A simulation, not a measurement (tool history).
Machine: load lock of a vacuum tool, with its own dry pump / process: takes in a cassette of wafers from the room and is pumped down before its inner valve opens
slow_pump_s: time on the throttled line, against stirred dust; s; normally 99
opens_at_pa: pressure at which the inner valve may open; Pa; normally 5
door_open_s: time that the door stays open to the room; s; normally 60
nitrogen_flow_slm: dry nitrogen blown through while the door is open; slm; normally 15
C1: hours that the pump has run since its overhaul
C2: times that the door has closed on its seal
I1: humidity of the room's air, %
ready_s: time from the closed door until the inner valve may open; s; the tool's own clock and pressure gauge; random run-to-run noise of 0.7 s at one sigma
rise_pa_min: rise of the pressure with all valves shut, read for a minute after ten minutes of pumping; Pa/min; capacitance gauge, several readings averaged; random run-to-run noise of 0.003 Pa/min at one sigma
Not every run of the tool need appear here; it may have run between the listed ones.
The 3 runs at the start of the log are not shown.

Run 4, day 28.696: usual settings but nitrogen_flow_slm 18 slm; C1 11555; C2 50414; I1 44.8. Result: ready_s 183.2 s, rise_pa_min 0.406 Pa/min.
Run 5, day 37.279: usual settings; C1 11761; C2 51275; I1 49.5. Result: ready_s 182.7 s, rise_pa_min 0.415 Pa/min.
Run 6, day 48.888: usual settings; C1 12040; C2 52441; I1 44. Result: ready_s 183 s, rise_pa_min 0.433 Pa/min.
Run 7, day 55.742: usual settings; C1 12204; C2 53129; I1 46. Result: ready_s 182.2 s, rise_pa_min 0.438 Pa/min.
Run 8, day 66.25: usual settings; C1 12456; C2 54184; I1 40.9. Result: ready_s 183.3 s, rise_pa_min 0.449 Pa/min.
Run 9, day 77.254: usual settings; C1 12720; C2 55289; I1 46. Result: ready_s 183.3 s, rise_pa_min 0.464 Pa/min.
Run 10, day 86.629: usual settings but slow_pump_s 136 s; C1 12945; C2 56231; I1 48.2. Result: ready_s 213.3 s, rise_pa_min 0.477 Pa/min.
Run 11, day 100.875: usual settings but nitrogen_flow_slm 5 slm; C1 13287; C2 57662; I1 47.8. Result: ready_s 182.5 s, rise_pa_min 0.502 Pa/min.
Run 12, day 115.912: usual settings but door_open_s 142 s, nitrogen_flow_slm 5 slm; C1 13648; C2 59171; I1 44.9. Result: ready_s 183.6 s, rise_pa_min 0.552 Pa/min.
Run 13, day 127.458: usual settings but door_open_s 142 s, nitrogen_flow_slm 5 slm; C1 13925; C2 60331; I1 46.5. Result: ready_s 184.5 s, rise_pa_min 0.556 Pa/min.
Run 14, day 137.658: usual settings; C1 14170; C2 61355; I1 44. Result: ready_s 182.7 s, rise_pa_min 0.535 Pa/min.
Run 15, day 150.204: usual settings; C1 14471; C2 62615; I1 46.2. Result: ready_s 183.1 s, rise_pa_min 0.563 Pa/min.
At day 152.204: door's seal changed, seat wiped.
Run 16, day 164.125: usual settings; C1 14804; C2 1198; I1 45.6. Result: ready_s 183.4 s, rise_pa_min 0.043 Pa/min.
Run 17, day 172.492: usual settings; C1 15005; C2 2038; I1 45.5. Result: ready_s 185.1 s, rise_pa_min 0.039 Pa/min.
Run 18, day 180.229: usual settings but door_open_s 55 s; C1 15190; C2 2815; I1 43. Result: ready_s 183.9 s, rise_pa_min 0.038 Pa/min.
Run 19, day 194.946: usual settings but door_open_s 39 s; C1 15543; C2 4292; I1 45.8. Result: ready_s 184.4 s, rise_pa_min 0.041 Pa/min.
Run 20, day 203.042: usual settings but opens_at_pa 4 Pa; C1 15738; C2 5105; I1 44.5. Result: ready_s 186.2 s, rise_pa_min 0.044 Pa/min.
Run 21, day 215.954: usual settings but slow_pump_s 176 s, nitrogen_flow_slm 9 slm; C1 16048; C2 6402; I1 48.5. Result: ready_s 249 s, rise_pa_min 0.06 Pa/min.
Run 22, day 223.446: usual settings but slow_pump_s 102 s, opens_at_pa 7 Pa, door_open_s 140 s, nitrogen_flow_slm 11 slm; C1 16228; C2 7155; I1 41.5. Result: ready_s 183.6 s, rise_pa_min 0.066 Pa/min.
Run 23, day 232.662: usual settings but slow_pump_s 135 s; C1 16449; C2 8080; I1 47.3. Result: ready_s 213.1 s, rise_pa_min 0.064 Pa/min.

Estimate the outcome of run 24 from the log above:
Run 24, day 240.196: usual settings but slow_pump_s 135 s, door_open_s 26 s, nitrogen_flow_slm 6 slm; C1 16630; C2 8837; I1 43.1. Result: ready_s ?, rise_pa_min ?.

Logged for run 24: ready_s 213.2 s, rise_pa_min 0.056 Pa/min.
Minus the tool's unlogged condition, the same run would have read ready_s 204.5 s, rise_pa_min 0.029 Pa/min.
